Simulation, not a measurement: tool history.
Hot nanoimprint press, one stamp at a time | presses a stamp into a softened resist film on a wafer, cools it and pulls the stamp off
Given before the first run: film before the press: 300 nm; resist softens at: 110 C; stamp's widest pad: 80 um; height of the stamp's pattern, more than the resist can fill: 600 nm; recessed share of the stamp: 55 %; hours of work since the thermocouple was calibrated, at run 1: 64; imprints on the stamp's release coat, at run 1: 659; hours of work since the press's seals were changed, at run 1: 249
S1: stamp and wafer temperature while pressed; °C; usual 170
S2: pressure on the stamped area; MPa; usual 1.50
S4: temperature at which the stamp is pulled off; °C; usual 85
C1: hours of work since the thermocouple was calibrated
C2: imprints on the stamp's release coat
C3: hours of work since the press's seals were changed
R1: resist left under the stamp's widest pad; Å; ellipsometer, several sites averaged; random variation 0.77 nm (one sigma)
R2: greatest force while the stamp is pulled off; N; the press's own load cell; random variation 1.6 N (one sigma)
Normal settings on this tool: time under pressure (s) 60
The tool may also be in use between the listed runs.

{"run": 1, "day": 0.0, "S1": 170, "S2": 1.5, "time under pressure (s)": 60, "S4": 85, "C1": 64, "C2": 659, "C3": 249, "R1": 1648, "R2": 100}
{"run": 2, "day": 0.358, "S1": 170, "S2": 1.5, "time under pressure (s)": 60, "S4": 85, "C1": 67, "C2": 674, "C3": 252, "R1": 1634, "R2": 101}
{"day": 1.179, "done": "stamp cleaned and given a new release coat"}
{"run": 3, "day": 1.179, "S1": 170, "S2": 1.5, "time under pressure (s)": 60, "S4": 85, "C1": 73, "C2": 0, "C3": 258, "R1": 1641, "R2": 100}
{"run": 4, "day": 1.767, "S1": 170, "S2": 1.5, "time under pressure (s)": 60, "S4": 85, "C1": 79, "C2": 25, "C3": 264, "R1": 1651, "R2": 99}
{"run": 5, "day": 2.075, "S1": 170, "S2": 1.5, "time under pressure (s)": 60, "S4": 85, "C1": 82, "C2": 37, "C3": 267, "R1": 1645, "R2": 100}
{"run": 6, "day": 2.533, "S1": 170, "S2": 1.5, "time under pressure (s)": 60, "S4": 85, "C1": 87, "C2": 57, "C3": 272, "R1": 1626, "R2": 98}
{"run": 7, "day": 3.129, "S1": 170, "S2": 1.5, "time under pressure (s)": 60, "S4": 85, "C1": 93, "C2": 82, "C3": 278, "R1": 1654, "R2": 102}
{"run": 8, "day": 3.404, "S1": 170, "S2": 1.5, "time under pressure (s)": 60, "S4": 85, "C1": 96, "C2": 93, "C3": 281, "R1": 1654, "R2": 104}
{"run": 9, "day": 3.9, "S1": 170, "S2": 1.5, "time under pressure (s)": 60, "S4": 85, "C1": 101, "C2": 114, "C3": 286, "R1": 1652, "R2": 100}
{"run": 10, "day": 4.175, "S1": 170, "S2": 1.5, "time under pressure (s)": 60, "S4": 85, "C1": 104, "C2": 126, "C3": 289, "R1": 1642, "R2": 101}
{"run": 11, "day": 4.475, "S1": 170, "S2": 1.5, "time under pressure (s)": 60, "S4": 85, "C1": 107, "C2": 138, "C3": 292, "R1": 1645, "R2": 99}
{"run": 12, "day": 4.804, "S1": 170, "S2": 1.5, "time under pressure (s)": 60, "S4": 85, "C1": 110, "C2": 152, "C3": 295, "R1": 1659, "R2": 102}
{"run": 13, "day": 5.317, "S1": 170, "S2": 1.5, "time under pressure (s)": 60, "S4": 85, "C1": 116, "C2": 174, "C3": 301, "R1": 1658, "R2": 97}
{"run": 14, "day": 5.804, "S1": 170, "S2": 1.5, "time under pressure (s)": 60, "S4": 85, "C1": 121, "C2": 194, "C3": 306, "R1": 1659, "R2": 98}
{"run": 15, "day": 6.267, "S1": 170, "S2": 1.79, "time under pressure (s)": 60, "S4": 85, "C1": 125, "C2": 214, "C3": 310, "R1": 1544, "R2": 101}
{"run": 16, "day": 6.592, "S1": 170, "S2": 1.79, "time under pressure (s)": 60, "S4": 92, "C1": 129, "C2": 227, "C3": 314, "R1": 1541, "R2": 92}
{"run": 17, "day": 7.042, "S1": 170, "S2": 1.79, "time under pressure (s)": 60, "S4": 92, "C1": 133, "C2": 246, "C3": 318, "R1": 1543, "R2": 90}
{"run": 18, "day": 7.408, "S1": 170, "S2": 1.79, "time under pressure (s)": 60, "S4": 92, "C1": 137, "C2": 262, "C3": 322, "R1": 1555, "R2": 89}
{"run": 19, "day": 7.662, "S1": 162, "S2": 1.16, "time under pressure (s)": 34, "S4": 92, "C1": 140, "C2": 272, "C3": 325, "R1": 2649, "R2": 89}
{"run": 20, "day": 8.279, "S1": 174, "S2": 1.5, "time under pressure (s)": 97, "S4": 82, "C1": 146, "C2": 298, "C3": 331, "R1": 1158, "R2": 107}
{"run": 21, "day": 8.829, "S1": 174, "S2": 1.47, "time under pressure (s)": 97, "S4": 89, "C1": 152, "C2": 321, "C3": 337, "R1": 1163, "R2": 92}
{"run": 22, "day": 9.421, "S1": 174, "S2": 1.47, "time under pressure (s)": 97, "S4": 89, "C1": 158, "C2": 346, "C3": 343, "R1": 1168, "R2": 96}
{"run": 23, "day": 9.946, "S1": 181, "S2": 1.04, "time under pressure (s)": 65, "S4": 77, "C1": 163, "C2": 368, "C3": 348, "R1": 1168, "R2": 110}
{"run": 24, "day": 10.292, "S1": 177, "S2": 2.03, "time under pressure (s)": 91, "S4": 75, "C1": 167, "C2": 383, "C3": 352, "R1": 884, "R2": 112}
{"run": 25, "day": 10.658, "S1": 177, "S2": 1.67, "time under pressure (s)": 91, "S4": 89, "C1": 171, "C2": 398, "C3": 355, "R1": 976, "R2": 96}
{"run": 26, "day": 10.967, "S1": 165, "S2": 1.5, "time under pressure (s)": 31, "S4": 85, "C1": 174, "C2": 411, "C3": 359, "R1": 2392, "R2": 104}
{"day": 11.158, "done": "gauge calibrated"}
{"run": 27, "day": 11.283, "S1": 160, "S2": 1.28, "time under pressure (s)": 31, "S4": 77, "C1": 177, "C2": 424, "C3": 362, "R1": 2668, "R2": 110}
{"run": 28, "day": 11.871, "S1": 160, "S2": 1.28, "time under pressure (s)": 31, "S4": 77, "C1": 183, "C2": 449, "C3": 368, "R1": 2673, "R2": 113}
{"run": 29, "day": 12.296, "S1": 160, "S2": 1.28, "time under pressure (s)": 31, "S4": 77, "C1": 187, "C2": 467, "C3": 372, "R1": 2681, "R2": 114}

Consider 4 possible next runs. They are alternatives, not a sequence: every one starts from the tool as it was left by run 29. What does each give?
{"run": "A", "day": 12.896, "S1": 170, "S2": 1.5, "time under pressure (s)": 60, "S4": 87, "C1": 193, "C2": 492, "C3": 378, "R1": "?", "R2": "?"}
{"run": "B", "day": 12.896, "S1": 176, "S2": 1.5, "time under pressure (s)": 60, "S4": 85, "C1": 193, "C2": 492, "C3": 378, "R1": "?", "R2": "?"}
{"run": "C", "day": 12.896, "S1": 171, "S2": 1.5, "time under pressure (s)": 60, "S4": 79, "C1": 193, "C2": 492, "C3": 378, "R1": "?", "R2": "?"}
{"run": "D", "day": 12.896, "S1": 174, "S2": 1.5, "time under pressure (s)": 39, "S4": 85, "C1": 193, "C2": 492, "C3": 378, "R1": "?", "R2": "?"}

run=A R1=1642 R2=99
run=B R1=1250 R2=104
run=C R1=1574 R2=108
run=D R1=1603 R2=101
With no hidden state in the tool, these same runs would have given:
run=A R1=1637 R2=99
run=B R1=1246 R2=103
run=C R1=1569 R2=108
run=D R1=1598 R2=101
